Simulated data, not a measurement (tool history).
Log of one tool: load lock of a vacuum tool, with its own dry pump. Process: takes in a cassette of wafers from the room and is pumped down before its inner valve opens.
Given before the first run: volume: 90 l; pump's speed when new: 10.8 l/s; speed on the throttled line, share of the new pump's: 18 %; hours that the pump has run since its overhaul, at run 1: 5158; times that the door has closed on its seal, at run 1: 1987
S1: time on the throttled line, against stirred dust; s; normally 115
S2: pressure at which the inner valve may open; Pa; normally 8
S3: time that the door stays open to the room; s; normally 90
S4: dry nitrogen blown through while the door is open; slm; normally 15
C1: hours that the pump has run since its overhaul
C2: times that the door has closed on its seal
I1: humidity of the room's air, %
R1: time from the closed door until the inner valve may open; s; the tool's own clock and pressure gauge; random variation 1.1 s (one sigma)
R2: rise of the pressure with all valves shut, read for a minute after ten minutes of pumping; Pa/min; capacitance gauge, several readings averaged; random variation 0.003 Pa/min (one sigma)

run    hour   S1  S2   S3  S4    C1    C2    I1     R1     R2
  1       0  115   8   90  15  5158  1987  42.5  179.3  0.034
  2    40.5  115   8   65  15  5198  2050  44.2    182  0.026
  3    97.8  115   8   65  15  5256  2138  45.8  182.4   0.03
  4   167.9   88   8   90  15  5326  2246  43.4  160.8  0.036
  5   255.4   88   8   90  15  5413  2381  45.2  159.6  0.036
  6   312.3  115   8  153  15  5470  2468    40  182.6   0.04
  7     398  115   8  153  15  5556  2600  46.3  182.8   0.06
  8   447.3  115   8  153  15  5605  2676  44.3  181.8  0.051
  9   498.7  115   8  153  15  5657  2755  43.3  179.8  0.049
 10     539  115  13   90  15  5697  2818  45.6  177.8  0.038
 11     602  115  13   90  15  5760  2915  46.3  176.4  0.046
 12   691.9  115   8   27  15  5850  3053  43.9  181.4   0.02
 13     739  115   8   27  15  5897  3125  44.8  182.9  0.021
 14     782  115   8   27  15  5940  3192  44.9  182.4  0.023
 15   875.9  224   8   28  15  6034  3336  46.4  268.9   0.02
 16   932.9  224   8   28  15  6091  3424  46.4  268.6  0.022
 17  1014.9   63   8   90   7  6173  3550  46.7  142.8  0.056
 18  1086.8  157  14   33  36  6245  3661  43.5  213.6  0.019
 19  1132.4   75   8   58  25  6290  3731  45.7  151.9  0.024
 20    1188   75   8   58  25  6346  3817  43.8    152  0.027
 21  1278.3   75   9   58  25  6436  3956  47.1  149.8  0.029

Each row is a separate what-if for the run after 21, all from the same tool condition, not one after another. Results?
  A  1375.9  115  11  90  15  6534  4106  46.5   ?   ?
  B  1375.9   75   9  58  25  6534  4106  45.3   ?   ?
  C  1375.9  115   8  90  12  6534  4106    45   ?   ?

run     R1     R2
  A  181.9  0.044
  B  151.1  0.028
  C  183.9  0.043
Stripped of hidden state, with their random variation kept, the same runs would have yielded:
run     R1     R2
  A  172.1  0.034
  B  139.9  0.017
  C  173.6  0.032

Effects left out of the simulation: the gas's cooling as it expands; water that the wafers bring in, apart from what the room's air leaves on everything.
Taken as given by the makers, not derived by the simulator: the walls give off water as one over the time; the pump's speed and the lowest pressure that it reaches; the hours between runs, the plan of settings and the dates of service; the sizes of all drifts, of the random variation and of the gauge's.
